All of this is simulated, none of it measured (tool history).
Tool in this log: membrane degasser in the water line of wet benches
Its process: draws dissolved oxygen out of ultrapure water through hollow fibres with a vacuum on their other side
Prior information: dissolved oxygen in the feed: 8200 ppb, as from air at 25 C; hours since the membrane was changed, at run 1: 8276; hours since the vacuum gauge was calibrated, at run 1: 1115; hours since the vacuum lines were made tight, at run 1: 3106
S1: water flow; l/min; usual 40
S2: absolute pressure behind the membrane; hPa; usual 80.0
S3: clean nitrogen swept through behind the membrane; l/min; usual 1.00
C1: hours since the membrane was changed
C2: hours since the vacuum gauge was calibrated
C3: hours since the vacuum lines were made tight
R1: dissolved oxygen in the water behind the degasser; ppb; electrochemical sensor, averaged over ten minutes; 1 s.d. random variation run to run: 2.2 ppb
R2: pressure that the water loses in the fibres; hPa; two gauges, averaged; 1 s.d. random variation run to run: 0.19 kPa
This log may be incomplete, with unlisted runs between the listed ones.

run 1 hour=0.0 | S1=40 S2=80.0 S3=1.00 | C1=8276 C2=1115 C3=3106 | R1=487.8 R2=530.7
run 2 hour=198.7 | S1=40 S2=80.0 S3=1.00 | C1=8474 C2=1314 C3=3305 | R1=491.4 R2=531.8
run 3 hour=376.0 | S1=40 S2=80.0 S3=1.00 | C1=8652 C2=1492 C3=3482 | R1=492.1 R2=528.9
run 4 hour=530.4 | S1=34 S2=80.0 S3=1.00 | C1=8806 C2=1646 C3=3636 | R1=399.7 R2=450.6
run 5 hour=725.9 | S1=40 S2=74.5 S3=1.00 | C1=9002 C2=1841 C3=3832 | R1=455.1 R2=532.8
run 6 hour=860.8 | S1=40 S2=80.0 S3=1.00 | C1=9137 C2=1976 C3=3967 | R1=491.1 R2=532.4
run 7 hour=1015.5 | S1=40 S2=52.0 S3=1.00 | C1=9291 C2=2131 C3=4121 | R1=284.8 R2=532.7
run 8 hour=1287.8 | S1=40 S2=80.0 S3=1.00 | C1=9564 C2=2403 C3=4394 | R1=490.8 R2=532.3
run 9 hour=1483.8 | S1=40 S2=80.0 S3=1.00 | C1=9760 C2=2599 C3=4590 | R1=491.1 R2=532.3
run 10 hour=1754.9 | S1=40 S2=80.0 S3=1.00 | C1=10031 C2=2870 C3=4861 | R1=493.0 R2=528.0
-- hour=2021.6 membrane cartridge changed
-- hour=2023.6 seals of the vacuum lines changed
run 11 hour=2040.0 | S1=40 S2=80.0 S3=0.53 | C1=16 C2=3149 C3=16 | R1=706.9 R2=530.0
run 12 hour=2166.2 | S1=40 S2=80.0 S3=0.53 | C1=143 C2=3276 C3=143 | R1=706.6 R2=532.2
run 13 hour=2389.2 | S1=40 S2=80.0 S3=0.53 | C1=366 C2=3499 C3=366 | R1=707.9 R2=529.2
run 14 hour=2612.8 | S1=40 S2=103.5 S3=0.53 | C1=589 C2=3722 C3=589 | R1=967.4 R2=532.4
run 15 hour=2772.3 | S1=40 S2=103.5 S3=0.53 | C1=749 C2=3882 C3=749 | R1=960.5 R2=530.8
run 16 hour=2994.6 | S1=54 S2=80.0 S3=1.00 | C1=971 C2=4104 C3=971 | R1=736.0 R2=716.7
run 17 hour=3162.2 | S1=45 S2=65.1 S3=1.52 | C1=1139 C2=4272 C3=1139 | R1=381.5 R2=598.2
run 18 hour=3412.9 | S1=45 S2=65.1 S3=1.52 | C1=1389 C2=4522 C3=1389 | R1=382.6 R2=599.0
run 19 hour=3694.8 | S1=41 S2=169.7 S3=1.00 | C1=1671 C2=4804 C3=1671 | R1=1142.0 R2=543.7
run 20 hour=3980.3 | S1=40 S2=63.8 S3=2.83 | C1=1957 C2=5090 C3=1957 | R1=232.1 R2=528.4
run 21 hour=4244.6 | S1=34 S2=67.8 S3=1.02 | C1=2221 C2=5354 C3=2221 | R1=322.6 R2=452.8
run 22 hour=4391.8 | S1=31 S2=122.5 S3=1.00 | C1=2368 C2=5501 C3=2368 | R1=627.4 R2=411.4
run 23 hour=4624.3 | S1=31 S2=122.5 S3=1.00 | C1=2601 C2=5734 C3=2601 | R1=614.2 R2=409.3
run 24 hour=4875.8 | S1=31 S2=122.5 S3=1.00 | C1=2852 C2=5985 C3=2852 | R1=620.4 R2=410.5
run 25 hour=5019.6 | S1=31 S2=122.5 S3=1.00 | C1=2996 C2=6129 C3=2996 | R1=620.5 R2=412.7
run 26 hour=5258.9 | S1=40 S2=117.5 S3=1.96 | C1=3235 C2=6368 C3=3235 | R1=505.2 R2=533.4
run 27 hour=5406.4 | S1=26 S2=117.5 S3=1.96 | C1=3383 C2=6516 C3=3383 | R1=289.4 R2=344.6
run 28 hour=5597.7 | S1=26 S2=117.5 S3=1.96 | C1=3574 C2=6707 C3=3574 | R1=291.1 R2=343.5
run 29 hour=5748.0 | S1=59 S2=107.9 S3=1.81 | C1=3724 C2=6857 C3=3724 | R1=823.7 R2=781.7
run 30 hour=5904.8 | S1=40 S2=97.2 S3=0.83 | C1=3881 C2=7014 C3=3881 | R1=704.9 R2=528.1

Had the tool no unlogged condition, and each run kept its random variation, what would the results have been?
Hidden conditions of the tool in this case: membrane still open, %; true pressure behind the membrane over the reading, kPa; air that leaks in behind the membrane, l/min; drift of the gauge itself on oxygen_ppb, %; drift of the gauge itself on loss_of_pressure_kpa, %.
run=1 R1=487.2
run=2 R1=490.4
run=3 R1=490.7
run=4 R1=398.3
run=5 R1=453.1
run=6 R1=488.6
run=7 R1=282.8
run=8 R1=487.4
run=9 R1=487.2
run=10 R1=488.4
run=11 R1=700.4
run=12 R1=699.7
run=13 R1=700.3
run=14 R1=956.1
run=15 R1=948.6
run=16 R1=726.1
run=17 R1=376.0
run=18 R1=376.6
run=19 R1=1123.2
run=20 R1=227.9
run=21 R1=316.3
run=22 R1=615.1
run=23 R1=601.5
run=24 R1=607.0
run=25 R1=606.7
run=26 R1=493.3
run=27 R1=282.4
run=28 R1=283.8
run=29 R1=802.4
run=30 R1=686.4
R2: within 0.7 hPa of the measured result in every run.

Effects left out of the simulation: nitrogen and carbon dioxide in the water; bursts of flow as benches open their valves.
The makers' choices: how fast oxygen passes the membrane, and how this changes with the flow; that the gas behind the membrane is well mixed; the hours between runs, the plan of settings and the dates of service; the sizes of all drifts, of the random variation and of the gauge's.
